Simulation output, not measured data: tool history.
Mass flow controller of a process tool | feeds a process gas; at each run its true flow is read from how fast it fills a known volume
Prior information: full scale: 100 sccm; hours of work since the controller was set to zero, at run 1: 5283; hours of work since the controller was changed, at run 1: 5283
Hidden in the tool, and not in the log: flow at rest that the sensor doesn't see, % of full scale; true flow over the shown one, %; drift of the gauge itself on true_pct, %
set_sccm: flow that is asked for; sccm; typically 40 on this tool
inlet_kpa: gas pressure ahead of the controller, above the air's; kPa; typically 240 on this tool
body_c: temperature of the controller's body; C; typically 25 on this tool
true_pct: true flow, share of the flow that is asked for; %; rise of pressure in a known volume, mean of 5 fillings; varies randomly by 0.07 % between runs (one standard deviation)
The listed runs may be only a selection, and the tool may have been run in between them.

| run | day | set_sccm | inlet_kpa | body_c | hours of work since the controller was set to zero | hours of work since the controller was changed | true_pct |
|---|---|---|---|---|---|---|---|
| 1 | 0 | 40 | 240 | 25 | 5283 | 5283 | 101.63 |
|  | 1.333 | controller exchanged for a calibrated one |
| 2 | 2.733 | 17 | 240 | 25 | 26 | 26 | 98.87 |
| 3 | 6.596 | 17 | 240 | 25 | 97 | 97 | 98.81 |
| 4 | 10.962 | 38 | 240 | 25 | 178 | 178 | 99.21 |
| 5 | 14.633 | 40 | 240 | 25 | 245 | 245 | 99.18 |
| 6 | 18.242 | 40 | 240 | 25 | 312 | 312 | 99.2 |
| 7 | 22.721 | 40 | 240 | 25 | 394 | 394 | 99.27 |
| 8 | 26.933 | 40 | 240 | 25 | 472 | 472 | 99.24 |
| 9 | 31.85 | 40 | 240 | 25 | 563 | 563 | 99.42 |
| 10 | 36.854 | 40 | 240 | 23 | 655 | 655 | 99.43 |
| 11 | 41.879 | 10 | 240 | 25 | 748 | 748 | 98.29 |
| 12 | 47.533 | 10 | 240 | 25 | 852 | 852 | 98.33 |
| 13 | 51.679 | 10 | 240 | 25 | 928 | 928 | 98.44 |
| 14 | 54.375 | 10 | 240 | 25 | 978 | 978 | 98.35 |
| 15 | 57.371 | 10 | 240 | 25 | 1033 | 1033 | 98.28 |
| 16 | 61.725 | 40 | 240 | 28 | 1114 | 1114 | 99.46 |
| 17 | 66.133 | 40 | 240 | 28 | 1195 | 1195 | 99.56 |
| 18 | 69.854 | 40 | 240 | 28 | 1264 | 1264 | 99.59 |
| 19 | 74.629 | 40 | 226 | 25 | 1352 | 1352 | 99.76 |
| 20 | 77.592 | 40 | 226 | 25 | 1406 | 1406 | 99.97 |
| 21 | 82.079 | 40 | 150 | 25 | 1489 | 1489 | 100.46 |
| 22 | 85.867 | 40 | 150 | 24 | 1559 | 1559 | 100.42 |
| 23 | 92.192 | 40 | 150 | 24 | 1676 | 1676 | 100.41 |
| 24 | 98.258 | 40 | 150 | 24 | 1787 | 1787 | 100.5 |
| 25 | 103.008 | 40 | 150 | 26 | 1875 | 1875 | 100.49 |
| 26 | 106.979 | 14 | 172 | 29 | 1948 | 1948 | 98.72 |
| 27 | 112.838 | 39 | 240 | 31 | 2056 | 2056 | 99.73 |
| 28 | 115.512 | 13 | 273 | 37 | 2106 | 2106 | 97.59 |
| 29 | 121.008 | 74 | 233 | 31 | 2207 | 2207 | 100.39 |
| 30 | 123.662 | 74 | 233 | 31 | 2256 | 2256 | 100.47 |
| 31 | 129.675 | 69 | 255 | 29 | 2367 | 2367 | 100.45 |
| 32 | 134.35 | 64 | 244 | 34 | 2453 | 2453 | 100.08 |
| 33 | 138.646 | 85 | 227 | 25 | 2532 | 2532 | 101.21 |
| 34 | 141.217 | 18 | 240 | 25 | 2580 | 2580 | 99.25 |
| 35 | 147.467 | 44 | 210 | 23 | 2695 | 2695 | 100.91 |
| 36 | 153.233 | 59 | 232 | 23 | 2801 | 2801 | 101.04 |
| 37 | 156.412 | 40 | 240 | 28 | 2860 | 2860 | 100.31 |
| 38 | 159.396 | 49 | 256 | 36 | 2915 | 2915 | 99.94 |
| 39 | 165.546 | 49 | 256 | 36 | 3028 | 3028 | 100.02 |

For run 40, what comes out?
| 40 | 171.35 | 40 | 240 | 21 | 3135 | 3135 | ? |

Logged for run 40: true_pct 100.88 %.
Take away the tool's hidden state, keep the run-to-run variation as it was, and the same run would have given true_pct 99.6 %.

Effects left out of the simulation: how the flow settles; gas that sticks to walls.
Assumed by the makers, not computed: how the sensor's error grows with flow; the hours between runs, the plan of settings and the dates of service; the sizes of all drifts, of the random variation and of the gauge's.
